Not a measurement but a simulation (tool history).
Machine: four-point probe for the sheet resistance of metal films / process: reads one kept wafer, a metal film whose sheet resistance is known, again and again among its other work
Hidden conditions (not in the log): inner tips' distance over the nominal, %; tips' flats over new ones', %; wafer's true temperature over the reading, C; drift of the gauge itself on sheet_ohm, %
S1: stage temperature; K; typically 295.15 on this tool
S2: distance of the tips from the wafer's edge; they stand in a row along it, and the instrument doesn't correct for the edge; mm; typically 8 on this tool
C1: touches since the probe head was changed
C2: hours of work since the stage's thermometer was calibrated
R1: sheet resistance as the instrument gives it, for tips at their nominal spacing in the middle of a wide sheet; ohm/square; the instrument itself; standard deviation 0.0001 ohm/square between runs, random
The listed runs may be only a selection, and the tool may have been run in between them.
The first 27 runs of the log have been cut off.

run    hour      S1  S2      C1    C2        R1
 28  3004.6  303.15   3   97670   938  0.532828
 29  3127.2  296.15  21  102466  1018  0.487191
 30  3197.5  294.15  48  105216  1063  0.485403
     3207.7  -- new probe head fitted
 31  3312.5  294.15  48    4103  1137  0.490417
 32  3382.4  294.15  48    6837  1182  0.490274
 33  3463.5  306.15  45   10008  1235  0.496292
 34  3590.8  301.15  39   14990  1317  0.493901
     3710.8  -- stage's thermometer calibrated
 35  3739.6  291.15   7   20794    19  0.497578
 36  3863.1  297.15  32   25625    99  0.492436
 37  3923.1  296.15  13   27971   138  0.494132
 38    4016  305.15  26   31608   198  0.496452
 39  4088.4  304.15  26   34440   245  0.495789
 40  4166.1  304.15  26   37477   295  0.495738
 41    4312  306.15  37   43187   389  0.496367
 42  4428.5  306.15  37   47746   465  0.496392
 43  4496.7  306.15  32   50412   509   0.49628
 44  4606.8  306.15  32   54722   581   0.49624

Forecast each of these 5 alternatives for the next run:
  A  4709.2  294.15   4  58725  647   ?
  B  4709.2  293.15   4  58725  647   ?
  C  4709.2  306.15   5  58725  647   ?
  D  4709.2  303.15  48  58725  647   ?
  E  4709.2  296.15  32  58725  647   ?

run        R1
  A   0.51445
  B  0.514047
  C  0.512081
  D   0.49424
  E  0.491005
Had the tool no hidden state, the same runs would have come out as:
run        R1
  A  0.515606
  B  0.515203
  C  0.513223
  D  0.495346
  E   0.49211

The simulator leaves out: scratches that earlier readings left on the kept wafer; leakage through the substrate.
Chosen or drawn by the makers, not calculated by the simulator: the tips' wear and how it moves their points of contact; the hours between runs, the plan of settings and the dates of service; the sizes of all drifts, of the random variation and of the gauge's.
